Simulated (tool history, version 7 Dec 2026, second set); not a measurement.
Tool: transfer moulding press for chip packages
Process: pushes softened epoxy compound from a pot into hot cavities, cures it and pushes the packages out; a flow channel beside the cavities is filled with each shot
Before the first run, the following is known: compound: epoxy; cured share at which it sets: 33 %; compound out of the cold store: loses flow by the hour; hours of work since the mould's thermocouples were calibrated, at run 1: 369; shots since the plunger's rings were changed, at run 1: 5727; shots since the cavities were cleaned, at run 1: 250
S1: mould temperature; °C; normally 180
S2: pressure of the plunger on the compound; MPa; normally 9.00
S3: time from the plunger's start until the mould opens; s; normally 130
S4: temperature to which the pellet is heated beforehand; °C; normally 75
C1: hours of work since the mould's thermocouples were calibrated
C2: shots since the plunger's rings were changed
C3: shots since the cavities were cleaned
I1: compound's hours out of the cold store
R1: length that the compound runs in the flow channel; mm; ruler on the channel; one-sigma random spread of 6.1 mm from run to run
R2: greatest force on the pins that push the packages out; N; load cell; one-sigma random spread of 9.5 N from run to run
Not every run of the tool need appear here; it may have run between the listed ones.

run   hour   S1     S2   S3  S4   C1    C2   C3    I1   R1   R2
  1    0.0  180   9.00  130  75  369  5727  250  30.2  692  527
  2   42.2  180   9.00  130  84  392  6029  552   9.9  717  614
      63.0  -- plunger's sealing rings changed
  3   72.8  180   9.09  130  84  406    70  752  41.0  710  602
  4   95.8  180   9.09  130  68  419   234  916  13.9  758  654
     110.1  -- cavities cleaned with cleaning compound and waxed
  5  139.2  180   9.09  130  68  441   533  207  21.4  741  504
  6  170.6  180   9.09  130  68  457   758  432  11.1  748  550
  7  204.7  180   7.68  130  75  475  1001  675  11.1  710  592
     233.7  -- mould's thermocouples calibrated
  8  237.1  180   7.68  130  75    2  1219  893  46.2  642  636
     254.4  -- cavities cleaned with cleaning compound and waxed
  9  257.9  180   8.91  130  75   12  1357   25  30.6  713  447
 10  301.2  180   8.91  130  75   35  1666  334  43.0  694  531
 11  347.3  175   8.91  130  75   59  1995  663   8.2  767  880
 12  383.5  175   8.91  130  75   79  2254  922  19.1  720  895
     396.4  -- cavities cleaned with cleaning compound and waxed
 13  426.5  175   8.91  130  75  100  2550  215  38.5  699  638
 14  449.8  175   6.84  130  75  113  2717  382  30.5  619  729
 15  478.2  175   6.84  130  75  128  2920  585  35.9  621  786
 16  523.5  180   9.00  130  65  152  3243  908  28.9  708  659
     537.5  -- cavities cleaned with cleaning compound and waxed
 17  563.2  180   7.90  150  73  172  3516  183  38.0  637  422
 18  587.0  180   7.90  150  73  185  3686  353  36.1  642  480
 19  632.7  181   8.14  148  68  209  4013  680  22.9  679  511
 20  672.8  181   8.14  148  68  230  4299  966  21.5  672  556
     678.7  -- cavities cleaned with cleaning compound and waxed
 21  700.2  181   8.14  148  68  244  4484  154  24.7  662  406
 22  742.5  181  10.99  164  69  266  4786  456  27.5  783  448
 23  783.7  180   9.10  130  75  288  5080  750  39.0  673  633
     820.9  -- cavities cleaned with cleaning compound and waxed
 24  829.9  180   6.91  115  75  312  5400   64  39.4  580  561
 25  866.4  176   6.91  115  85  331  5661  325  24.8  611  834
 26  896.5  176   6.91  115  85  347  5876  540  28.6  611  895
 27  934.3  176   6.91  115  85  367  6145  809  42.7  588  939

5 ways to go on from here, each from the tool as it stands after run 27. What would each give?
     940.1  -- plunger's sealing rings changed
     965.3  -- cavities cleaned with cleaning compound and waxed
  A  965.3  180  9.00  130  75  381  170   0  28.9   ?   ?
     940.1  -- plunger's sealing rings changed
     965.3  -- cavities cleaned with cleaning compound and waxed
  B  965.3  186  8.32  146  85  381  170   0  32.4   ?   ?
     940.1  -- plunger's sealing rings changed
     965.3  -- cavities cleaned with cleaning compound and waxed
  C  965.3  176  6.91  156  75  381  170   0  24.7   ?   ?
     940.1  -- plunger's sealing rings changed
     965.3  -- cavities cleaned with cleaning compound and waxed
  D  965.3  183  7.43  130  68  381  170   0  33.1   ?   ?
     940.1  -- plunger's sealing rings changed
     965.3  -- cavities cleaned with cleaning compound and waxed
  E  965.3  183  6.91  157  67  381  170   0  18.0   ?   ?

run   R1   R2
  A  733  397
  B  688  345
  C  655  388
  D  648  388
  E  666  336
With the hidden condition removed and each run's random variation left untouched, the same runs would have given:
run   R1   R2
  A  736  411
  B  691  344
  C  659  398
  D  651  396
  E  669  336

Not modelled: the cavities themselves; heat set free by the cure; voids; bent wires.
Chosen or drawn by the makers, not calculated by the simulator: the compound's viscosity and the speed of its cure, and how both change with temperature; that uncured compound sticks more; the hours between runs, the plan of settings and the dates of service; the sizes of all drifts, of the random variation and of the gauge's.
